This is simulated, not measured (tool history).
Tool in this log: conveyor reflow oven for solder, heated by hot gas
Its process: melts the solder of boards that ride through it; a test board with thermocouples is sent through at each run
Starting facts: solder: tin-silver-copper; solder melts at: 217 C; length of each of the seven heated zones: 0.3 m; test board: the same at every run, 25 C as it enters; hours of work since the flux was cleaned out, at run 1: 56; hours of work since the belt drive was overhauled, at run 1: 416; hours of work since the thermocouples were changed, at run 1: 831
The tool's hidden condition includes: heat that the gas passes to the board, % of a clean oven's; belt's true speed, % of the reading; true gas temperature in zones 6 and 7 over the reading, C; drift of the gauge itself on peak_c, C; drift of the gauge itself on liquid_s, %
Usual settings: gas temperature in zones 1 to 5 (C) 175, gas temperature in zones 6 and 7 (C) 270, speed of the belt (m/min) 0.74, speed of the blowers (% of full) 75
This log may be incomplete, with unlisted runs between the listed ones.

run,hour,gas temperature in zones 1 to 5 (C),gas temperature in zones 6 and 7 (C),speed of the belt (m/min),speed of the blowers (% of full),hours of work since the flux was cleaned out,hours of work since the belt drive was overhauled,hours of work since the thermocouples were changed,highest temperature of the board (C),time above the solder's melting point (s)
1,0,175,270,0.74,75,56,416,831,256.3,38.3
2,10.5,175,270,0.74,75,63,422,838,256.1,38.5
3,30.8,175,264,0.74,75,76,436,851,251.5,36.2
4,44.1,175,270,0.74,69,85,445,860,254.5,37.5
5,65.7,175,270,0.74,69,99,459,874,254.3,37.6
6,78.6,175,270,0.74,69,108,467,882,253.7,37.8
7,97.6,175,270,0.74,69,120,480,895,255,37.4
8,120.4,175,270,0.74,69,135,495,910,254.2,37.4
9,143.2,175,270,0.74,69,150,510,925,253.7,37.4
# hour 150.3: flux residue cleaned out of gas plates and filters
10,158.5,175,270,0.74,69,5,517,932,254.1,36.9
11,177.4,175,270,0.74,69,18,529,944,254.5,37.5
12,198.5,175,270,0.74,75,32,543,958,256.4,37.9
13,214.6,178,278,0.725,75,42,553,969,263.6,42.6
# hour 226.9: flux residue cleaned out of gas plates and filters, once more
14,233.8,162,276,0.725,65,5,563,978,258,36.8
15,246.4,162,276,0.725,65,13,571,986,257.8,36.9
16,260.3,163,278,0.725,82,22,580,995,264.3,39.9
17,277.2,177,278,0.725,76,33,591,1007,265.4,42.8
18,298.4,177,278,0.725,76,47,605,1020,264.3,42.9
19,321.1,170,281,0.711,54,62,620,1035,260.4,39.7
20,333.7,187,281,0.711,88,70,629,1044,271.8,48.2
21,343.9,187,281,0.711,88,77,635,1050,271.7,48.6
22,355.5,185,270,0.74,51,85,643,1058,251.6,38.2
23,374.6,185,271,0.657,51,97,655,1071,256.8,46

Consider 3 possible next runs. They are alternatives, not a sequence: every one starts from the tool as it was left by run 23. What does each give?
A,395.3,184,270,0.608,67,111,669,1084,?,?
B,395.3,185,271,0.722,76,111,669,1084,?,?
C,395.3,164,280,0.657,75,111,669,1084,?,?

run,highest temperature of the board (C),time above the solder's melting point (s)
A,261.5,52.4
B,259.6,43.2
C,267.4,45.6
Take away the tool's hidden state, keep each run's random variation, and the runs would have read:
run,highest temperature of the board (C),time above the solder's melting point (s)
A,259.3,51.3
B,257.6,42.4
C,265.5,44.8
